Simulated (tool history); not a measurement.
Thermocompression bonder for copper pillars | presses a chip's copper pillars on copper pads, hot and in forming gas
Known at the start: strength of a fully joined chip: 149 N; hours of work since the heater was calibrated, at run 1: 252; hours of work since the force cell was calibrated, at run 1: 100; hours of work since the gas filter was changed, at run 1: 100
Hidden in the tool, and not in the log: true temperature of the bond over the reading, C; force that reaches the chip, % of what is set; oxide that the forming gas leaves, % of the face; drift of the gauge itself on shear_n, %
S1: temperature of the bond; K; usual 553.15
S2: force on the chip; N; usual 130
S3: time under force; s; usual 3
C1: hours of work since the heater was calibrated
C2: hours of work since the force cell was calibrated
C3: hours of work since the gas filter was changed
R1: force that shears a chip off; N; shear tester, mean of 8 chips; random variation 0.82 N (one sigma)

{"run": 1, "hour": 0.0, "S1": 553.15, "S2": 130, "S3": 3, "C1": 252, "C2": 100, "C3": 100, "R1": 105.2}
{"run": 2, "hour": 62.2, "S1": 553.15, "S2": 130, "S3": 3, "C1": 289, "C2": 137, "C3": 137, "R1": 105.0}
{"run": 3, "hour": 119.7, "S1": 553.15, "S2": 130, "S3": 3, "C1": 322, "C2": 170, "C3": 170, "R1": 104.0}
{"run": 4, "hour": 173.0, "S1": 553.15, "S2": 189, "S3": 3, "C1": 353, "C2": 201, "C3": 201, "R1": 125.0}
{"run": 5, "hour": 215.1, "S1": 553.15, "S2": 189, "S3": 3, "C1": 378, "C2": 226, "C3": 226, "R1": 125.0}
{"run": 6, "hour": 272.4, "S1": 553.15, "S2": 189, "S3": 3, "C1": 412, "C2": 260, "C3": 260, "R1": 124.1}
{"run": 7, "hour": 311.1, "S1": 553.15, "S2": 189, "S3": 3, "C1": 434, "C2": 282, "C3": 282, "R1": 122.6}
{"hour": 366.7, "done": "forming gas filter changed"}
{"run": 8, "hour": 375.7, "S1": 553.15, "S2": 97, "S3": 3, "C1": 472, "C2": 320, "C3": 5, "R1": 90.2}
{"run": 9, "hour": 415.1, "S1": 538.15, "S2": 130, "S3": 3, "C1": 495, "C2": 343, "C3": 28, "R1": 96.3}
{"run": 10, "hour": 447.1, "S1": 553.15, "S2": 128, "S3": 3, "C1": 514, "C2": 362, "C3": 47, "R1": 108.4}
{"run": 11, "hour": 509.4, "S1": 553.15, "S2": 128, "S3": 3, "C1": 550, "C2": 398, "C3": 83, "R1": 110.7}
{"run": 12, "hour": 542.4, "S1": 553.15, "S2": 128, "S3": 3, "C1": 569, "C2": 417, "C3": 103, "R1": 106.9}
{"run": 13, "hour": 576.3, "S1": 553.15, "S2": 128, "S3": 3, "C1": 589, "C2": 437, "C3": 123, "R1": 107.1}
{"hour": 621.7, "done": "heater calibrated with a thermocouple chip"}
{"run": 14, "hour": 623.0, "S1": 553.15, "S2": 151, "S3": 3, "C1": 1, "C2": 463, "C3": 149, "R1": 107.2}
{"run": 15, "hour": 658.2, "S1": 553.15, "S2": 151, "S3": 3, "C1": 21, "C2": 484, "C3": 169, "R1": 108.4}
{"run": 16, "hour": 713.9, "S1": 553.15, "S2": 123, "S3": 3, "C1": 54, "C2": 516, "C3": 202, "R1": 97.3}
{"run": 17, "hour": 764.7, "S1": 533.15, "S2": 108, "S3": 2, "C1": 84, "C2": 546, "C3": 232, "R1": 62.0}
{"run": 18, "hour": 795.8, "S1": 557.15, "S2": 137, "S3": 2, "C1": 102, "C2": 564, "C3": 250, "R1": 95.4}
{"run": 19, "hour": 855.5, "S1": 526.15, "S2": 120, "S3": 4, "C1": 137, "C2": 599, "C3": 285, "R1": 78.9}
{"hour": 903.9, "done": "forming gas filter changed"}
{"run": 20, "hour": 906.6, "S1": 538.15, "S2": 161, "S3": 7, "C1": 166, "C2": 629, "C3": 2, "R1": 127.4}
{"run": 21, "hour": 939.8, "S1": 538.15, "S2": 161, "S3": 7, "C1": 186, "C2": 648, "C3": 21, "R1": 128.9}
{"run": 22, "hour": 992.3, "S1": 538.15, "S2": 161, "S3": 7, "C1": 217, "C2": 679, "C3": 52, "R1": 126.3}
{"run": 23, "hour": 1040.8, "S1": 538.15, "S2": 161, "S3": 7, "C1": 245, "C2": 707, "C3": 80, "R1": 125.4}
{"run": 24, "hour": 1078.9, "S1": 553.15, "S2": 187, "S3": 3, "C1": 267, "C2": 730, "C3": 102, "R1": 126.1}
{"run": 25, "hour": 1123.1, "S1": 557.15, "S2": 186, "S3": 3, "C1": 293, "C2": 756, "C3": 128, "R1": 126.8}
{"run": 26, "hour": 1157.2, "S1": 557.15, "S2": 186, "S3": 3, "C1": 313, "C2": 776, "C3": 148, "R1": 125.5}
{"run": 27, "hour": 1189.8, "S1": 565.15, "S2": 186, "S3": 2, "C1": 332, "C2": 795, "C3": 167, "R1": 122.8}
{"run": 28, "hour": 1236.8, "S1": 578.15, "S2": 167, "S3": 4, "C1": 360, "C2": 822, "C3": 195, "R1": 134.2}

Hidden state or all else? Some run-to-run changes of R1, split into what the settings, what came in and random variation would give without the hidden state, and what is left for the hidden state (with any gauge scatter that isn't in both results):
Run 7 -> 8: S2 189 -> 97, forming gas filter changed. R1 -32.4 N: hidden state +10.0, all else -42.4.
Run 13 -> 14: S2 128 -> 151, heater calibrated with a thermocouple chip. R1 +0.1 N: hidden state -8.8, all else +8.9.
Run 16 -> 17: S1 553.15 -> 533.15, S2 123 -> 108, S3 3 -> 2. R1 -35.3 N: hidden state +1.8, all else -37.1.
Run 19 -> 20: S1 526.15 -> 538.15, S2 120 -> 161, S3 4 -> 7, forming gas filter changed. R1 +48.5 N: hidden state +5.5, all else +43.0.

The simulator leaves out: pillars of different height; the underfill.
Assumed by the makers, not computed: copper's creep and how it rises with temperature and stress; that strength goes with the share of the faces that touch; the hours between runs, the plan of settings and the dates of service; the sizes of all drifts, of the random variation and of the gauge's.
